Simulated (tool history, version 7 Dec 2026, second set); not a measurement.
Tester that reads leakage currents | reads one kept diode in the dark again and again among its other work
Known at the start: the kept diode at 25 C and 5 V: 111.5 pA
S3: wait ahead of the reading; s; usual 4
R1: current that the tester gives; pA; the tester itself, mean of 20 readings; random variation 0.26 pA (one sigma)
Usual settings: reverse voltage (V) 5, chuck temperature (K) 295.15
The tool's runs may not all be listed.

Run 1, hour 0: usual settings. Result: R1 95.7 pA.
Run 2, hour 30.2: usual settings. Result: R1 94.54 pA.
Run 3, hour 63: usual settings. Result: R1 95.62 pA.
Run 4, hour 113: usual settings. Result: R1 95.61 pA.
Run 5, hour 142.3: usual settings but chuck temperature (K) 305.15. Result: R1 202.61 pA.
At hour 166: probe card cleaned and baked.
Run 6, hour 195.6: usual settings but reverse voltage (V) 2.07. Result: R1 58.56 pA.
Run 7, hour 245.4: usual settings. Result: R1 83.77 pA.
Run 8, hour 298.6: usual settings. Result: R1 83.87 pA.
Run 9, hour 358.2: usual settings. Result: R1 84.1 pA.
Run 10, hour 405.6: usual settings. Result: R1 83.83 pA.
Run 11, hour 464.7: usual settings but S3 7.72 s. Result: R1 83.77 pA.
Run 12, hour 514: usual settings but S3 0.34 s. Result: R1 85.79 pA.
Run 13, hour 559: usual settings but reverse voltage (V) 16.3, S3 0.34 s. Result: R1 144.46 pA.
Run 14, hour 591.4: usual settings but reverse voltage (V) 16.3, S3 0.34 s. Result: R1 144.63 pA.
Run 15, hour 617.5: usual settings but reverse voltage (V) 16.3, chuck temperature (K) 320.15, S3 0.34 s. Result: R1 969.91 pA.
Run 16, hour 675.5: usual settings but reverse voltage (V) 16.43. Result: R1 140.09 pA.
Run 17, hour 711.8: usual settings but reverse voltage (V) 4.37. Result: R1 79.59 pA.
Run 18, hour 738.6: usual settings but reverse voltage (V) 4.37. Result: R1 79.62 pA.
Run 19, hour 779.4: usual settings but reverse voltage (V) 4.37. Result: R1 79.36 pA.
Run 20, hour 806: usual settings but reverse voltage (V) 4.37. Result: R1 79.27 pA.
Run 21, hour 857.2: usual settings but reverse voltage (V) 9.08, chuck temperature (K) 300.15, S3 1.73 s. Result: R1 162.86 pA.
Run 22, hour 915.2: usual settings but reverse voltage (V) 2.98, chuck temperature (K) 296.15, S3 0.86 s. Result: R1 74.02 pA.
Run 23, hour 974.3: usual settings but S3 1 s. Result: R1 85.25 pA.
Run 24, hour 1003.5: usual settings but S3 1 s. Result: R1 84.5 pA.
Run 25, hour 1053.2: usual settings but S3 1 s. Result: R1 84.42 pA.
Run 26, hour 1087.6: usual settings but S3 1 s. Result: R1 84.78 pA.
Run 27, hour 1128.1: usual settings but S3 0.68 s. Result: R1 84.94 pA.
Run 28, hour 1171: usual settings but S3 6.44 s. Result: R1 84.55 pA.
Run 29, hour 1230.3: usual settings but S3 0.91 s. Result: R1 85.06 pA.
Run 30, hour 1266.4: usual settings but S3 0.91 s. Result: R1 85.27 pA.
Run 31, hour 1290.4: usual settings but S3 0.91 s. Result: R1 84.89 pA.
Run 32, hour 1325.8: usual settings but chuck temperature (K) 322.15, S3 2.05 s. Result: R1 668.16 pA.
Run 33, hour 1360.5: usual settings but reverse voltage (V) 1.78, chuck temperature (K) 299.15, S3 0.77 s. Result: R1 75.36 pA.
Run 34, hour 1389.4: usual settings but reverse voltage (V) 1.78, chuck temperature (K) 299.15, S3 0.77 s. Result: R1 74.91 pA.
Run 35, hour 1421.9: usual settings but reverse voltage (V) 1.73, S3 2.94 s. Result: R1 53.54 pA.
Run 36, hour 1461.7: usual settings but reverse voltage (V) 15.48, chuck temperature (K) 323.15, S3 2.94 s. Result: R1 1136.12 pA.
Run 37, hour 1513.2: usual settings but reverse voltage (V) 4.88, chuck temperature (K) 328.15, S3 1.73 s. Result: R1 1010.72 pA.
Run 38, hour 1566.6: usual settings but reverse voltage (V) 17.91, S3 1.73 s. Result: R1 155.42 pA.
Run 39, hour 1599.3: usual settings but reverse voltage (V) 6.54, chuck temperature (K) 310.15, S3 4.01 s. Result: R1 306.13 pA.
Run 40, hour 1632.1: usual settings but reverse voltage (V) 6.54, S3 1.25 s. Result: R1 95.98 pA.

Measured less the same run without the tool's hidden state. The same run-to-run variation is in both; the gauge's scatter may not be:
The hidden state here: stray current of the dirty probe card, pA a volt; current scale over the true one, %; true chuck temperature over the reading, C; drift of the gauge itself on leakage_pa, %.
run      R1
  1   +8.68
  2   +8.57
  3   +8.69
  4   +8.74
  5   +5.35
  6   -2.09
  7   -2.89
  8   -2.87
  9   -2.84
 10    -2.8
 11   -2.75
 12   -2.75
 13   -1.37
 14   -1.15
 15  -40.49
 16   -0.42
 17   -2.68
 18   -2.67
 19   -2.65
 20   -2.65
 21   -4.98
 22   -3.17
 23   -2.47
 24   -2.43
 25    -2.4
 26   -2.39
 27   -2.36
 28   -2.36
 29   -2.29
 30   -2.26
 31   -2.25
 32  -47.06
 33   -4.92
 34   -4.94
 35   -3.13
 36  -76.16
 37   -78.3
 38   +8.66
 39   -20.7
 40   -0.94
